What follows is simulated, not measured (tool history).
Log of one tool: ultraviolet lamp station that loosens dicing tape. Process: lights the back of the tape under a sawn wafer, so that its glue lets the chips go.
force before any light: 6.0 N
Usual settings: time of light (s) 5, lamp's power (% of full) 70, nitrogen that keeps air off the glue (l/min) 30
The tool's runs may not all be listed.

run   hour  time of light (s)  lamp's power (% of full)  nitrogen that keeps air off the glue (l/min)  force that peels the tape off (N)  light that reached the tape (J/m2)
  1    0.0                  5                        70                                            30                              0.897                                4050
  2   11.6                  5                        70                                            30                              0.916                                4060
  3   25.0                  5                        70                                            30                              0.906                                4100
  4   37.3                  5                        70                                            30                              0.903                                4010
  5   53.6                  5                        70                                            43                              0.710                                4020
  6   69.1                  5                        70                                            43                              0.720                                4020
  7   80.1                  5                        70                                            43                              0.709                                4070
  8   92.9                  5                        70                                            43                              0.724                                4050
  9  110.1                  5                        98                                            43                              0.390                                5660
 10  125.2                  5                        98                                            43                              0.376                                5750
 11  135.0                  5                        98                                            43                              0.383                                5710
 12  153.1                  5                        98                                            43                              0.382                                5710
 13  165.2                  5                        98                                            43                              0.376                                5690
 14  182.6                  5                        98                                            43                              0.389                                5660
 15  202.3                  5                        88                                            30                              0.575                                5080
 16  220.8                  2                        70                                            30                              2.746                                1640
 17  233.2                  3                        73                                            30                              1.804                                2570
 18  246.8                  3                        73                                            30                              1.808                                2530
 19  267.0                  2                        60                                            30                              3.152                                1380
 20  278.5                  7                        75                                            11                              0.892                                6130
 21  292.1                  5                        84                                            12                              1.250                                4840
 22  312.2                  3                        67                                            29                              1.999                                2330
 23  331.9                  3                        92                                            34                              1.222                                3230
 24  344.9                  5                        92                                            15                              0.880                                5280
 25  359.4                  5                        92                                            15                              0.911                                5350
 26  376.8                  2                        91                                            28                              2.202                                2110
 27  392.8                  2                        91                                            28                              2.255                                2050
 28  404.3                 10                        91                                            35                              0.179                               10610
 29  416.1                  3                        66                                            16                              2.458                                2280

4 ways to go on from here, each from the tool as it stands after run 29. What would each give?
  A  428.3                  5                        82                                            14                                  ?                                   ?
  B  428.3                  4                        66                                            16                                  ?                                   ?
  C  428.3                  3                        97                                            16                                  ?                                   ?
  D  428.3                  2                        63                                            33                                  ?                                   ?

run  force that peels the tape off (N)  light that reached the tape (J/m2)
  A                              1.131                                4770
  B                              1.945                                3050
  C                              1.690                                3370
  D                              2.854                                1400
Without the tool's hidden state the same runs would have given:
run  force that peels the tape off (N)  light that reached the tape (J/m2)
  A                              1.129                                4780
  B                              1.943                                3060
  C                              1.688                                3370
  D                              2.853                                1410
